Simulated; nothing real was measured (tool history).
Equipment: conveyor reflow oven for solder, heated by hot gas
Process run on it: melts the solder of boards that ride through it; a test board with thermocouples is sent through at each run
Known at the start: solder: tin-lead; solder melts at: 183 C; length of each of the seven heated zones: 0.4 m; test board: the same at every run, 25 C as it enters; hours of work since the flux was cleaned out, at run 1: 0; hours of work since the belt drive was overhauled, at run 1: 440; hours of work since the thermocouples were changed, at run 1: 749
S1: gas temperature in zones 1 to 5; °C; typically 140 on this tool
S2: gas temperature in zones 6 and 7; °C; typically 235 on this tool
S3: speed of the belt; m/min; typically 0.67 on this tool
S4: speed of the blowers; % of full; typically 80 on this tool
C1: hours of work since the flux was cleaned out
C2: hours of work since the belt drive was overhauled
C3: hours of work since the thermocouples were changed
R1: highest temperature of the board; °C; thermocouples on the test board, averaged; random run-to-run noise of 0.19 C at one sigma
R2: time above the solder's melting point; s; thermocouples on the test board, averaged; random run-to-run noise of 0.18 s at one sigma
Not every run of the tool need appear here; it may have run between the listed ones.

run	hour	S1	S2	S3	S4	C1	C2	C3	R1	R2
1	0	140	235	0.67	80	0	440	749	218.5	55.1
2	76.3	140	235	0.67	80	36	476	785	218.1	54.7
3	133.4	140	235	0.67	80	63	503	812	218.2	54.9
# hour 191.6: thermocouples of zones 6 and 7 changed
4	196.5	140	235	0.67	80	92	532	2	216.7	53.5
5	263.8	126	235	0.67	80	124	564	34	213.7	46.7
6	336.8	140	235	0.67	80	159	599	69	216.5	53.1
7	389.7	140	235	0.67	56	184	624	94	210.8	47.6
8	439.3	154	235	0.67	80	208	648	118	218.6	60.2
9	478.3	140	235	0.67	80	226	666	136	215.7	52.7
# hour 539.5: flux residue cleaned out of gas plates and filters
10	543.6	140	235	0.67	80	2	695	165	218	54.9
11	586.9	140	235	0.67	80	22	715	185	218	54.7
12	630.8	126	243	0.67	62	43	736	206	217.5	49.2
13	710.2	140	230	0.701	58	81	774	244	207.2	41.8
# hour 719.6: belt drive overhauled, speed set with a stopwatch
14	747.7	141	235	0.743	80	97	13	260	213.7	46.2
15	780.5	141	235	0.743	80	113	29	276	213.7	46.2
16	842.1	140	237	0.544	50	142	58	305	219.6	68.8
17	876.5	129	225	0.65	88	158	75	321	208.6	45.4
18	948	127	236	0.637	77	192	109	355	216.1	51.8
19	982.7	151	241	0.605	55	209	125	372	222.3	68.1
20	1044.9	151	241	0.605	55	238	155	401	222	67.9
# hour 1081.5: flux residue cleaned out of gas plates and filters
21	1086	142	241	0.605	74	2	172	418	226.1	67.9

Each row is a separate what-if for the run after 21, all from the same tool condition, not one after another. Results?
A	1162.8	135	244	0.605	73	39	208	455	?	?
B	1162.8	147	241	0.583	52	39	208	455	?	?
C	1162.8	133	235	0.605	77	39	208	455	?	?
D	1162.8	142	241	0.597	74	39	208	455	?	?
E	1162.8	132	235	0.583	76	39	208	455	?	?

run	R1	R2
A	227.5	65.8
B	223	69.5
C	219.7	60.2
D	226.1	68.6
E	220.4	63
Had the tool no hidden state, the same runs would have come out as:
run	R1	R2
A	226.9	65
B	222.3	68.5
C	219.1	59.4
D	225.5	67.7
E	219.7	62.1

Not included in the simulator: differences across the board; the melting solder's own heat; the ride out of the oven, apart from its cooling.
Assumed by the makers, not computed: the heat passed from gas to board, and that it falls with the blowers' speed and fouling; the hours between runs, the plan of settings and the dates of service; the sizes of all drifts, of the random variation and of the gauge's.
